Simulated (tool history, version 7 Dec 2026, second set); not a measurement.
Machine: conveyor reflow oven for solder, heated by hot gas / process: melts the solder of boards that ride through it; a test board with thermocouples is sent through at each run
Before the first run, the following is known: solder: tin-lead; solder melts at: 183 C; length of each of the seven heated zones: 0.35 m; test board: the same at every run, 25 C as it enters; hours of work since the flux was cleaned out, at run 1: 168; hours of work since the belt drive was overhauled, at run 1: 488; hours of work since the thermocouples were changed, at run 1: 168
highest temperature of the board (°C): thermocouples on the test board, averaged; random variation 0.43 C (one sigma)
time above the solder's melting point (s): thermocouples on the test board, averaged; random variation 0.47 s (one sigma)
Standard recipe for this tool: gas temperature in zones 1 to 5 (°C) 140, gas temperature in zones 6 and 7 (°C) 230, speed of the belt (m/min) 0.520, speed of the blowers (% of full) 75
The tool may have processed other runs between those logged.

run	hour	gas temperature in zones 1 to 5 (°C)	gas temperature in zones 6 and 7 (°C)	speed of the belt (m/min)	speed of the blowers (% of full)	hours of work since the flux was cleaned out	hours of work since the belt drive was overhauled	hours of work since the thermocouples were changed	highest temperature of the board (°C)	time above the solder's melting point (s)
1	0.0	140	230	0.520	75	168	488	168	210.6	55.5
# hour 77.3: flux residue cleaned out of gas plates and filters
2	86.7	140	230	0.520	75	5	529	208	212.4	57.6
3	167.2	140	230	0.520	75	44	568	247	211.8	57.9
4	229.1	140	230	0.520	75	74	598	277	211.2	56.8
5	280.3	140	230	0.520	75	99	623	302	211.7	57.1
6	356.8	140	230	0.520	75	137	661	340	211.8	55.3
7	414.4	140	230	0.520	75	165	689	368	211.7	55.7
# hour 454.8: belt drive overhauled, speed set with a stopwatch
8	477.7	140	230	0.520	75	194	11	397	210.3	53.5
# hour 496.9: flux residue cleaned out of gas plates and filters
9	522.7	140	230	0.520	75	13	31	417	212.0	55.9
10	576.0	140	230	0.520	67	39	57	443	209.4	53.2
11	619.4	140	230	0.520	67	60	78	464	208.5	51.9
12	667.6	140	230	0.520	75	84	102	488	211.9	55.3
13	742.4	134	230	0.441	75	120	138	524	214.7	67.3
14	793.2	130	230	0.429	87	145	163	549	217.4	72.5
15	848.0	140	228	0.463	77	172	190	576	212.3	63.6
16	886.5	140	228	0.463	88	191	209	595	213.9	67.5
# hour 914.8: flux residue cleaned out of gas plates and filters
17	936.6	140	228	0.463	88	11	231	617	215.8	69.6
18	1004.9	154	226	0.480	67	44	265	650	210.4	67.0
19	1077.5	154	226	0.480	67	80	300	686	210.7	66.4
20	1151.4	126	233	0.533	75	116	336	722	209.2	45.9
21	1205.1	126	233	0.533	75	142	363	749	208.6	47.3
22	1269.2	126	233	0.533	75	174	394	780	208.3	45.0
# hour 1331.8: flux residue cleaned out of gas plates and filters
23	1331.8	140	219	0.520	60	0	422	808	197.5	36.9
24	1402.9	140	219	0.520	60	35	457	843	198.3	35.7

Forecast each of these 3 alternatives for the next run:
A	1473.2	140	221	0.520	82	69	492	877	?	?
B	1473.2	151	228	0.611	60	69	492	877	?	?
C	1473.2	140	219	0.619	60	69	492	877	?	?

run	highest temperature of the board (°C)	time above the solder's melting point (s)
A	204.9	49.7
B	200.7	37.7
C	190.5	17.2
Without the tool's unlogged condition, the same runs would have read:
run	highest temperature of the board (°C)	time above the solder's melting point (s)
A	207.2	52.2
B	202.8	40.2
C	192.5	20.9
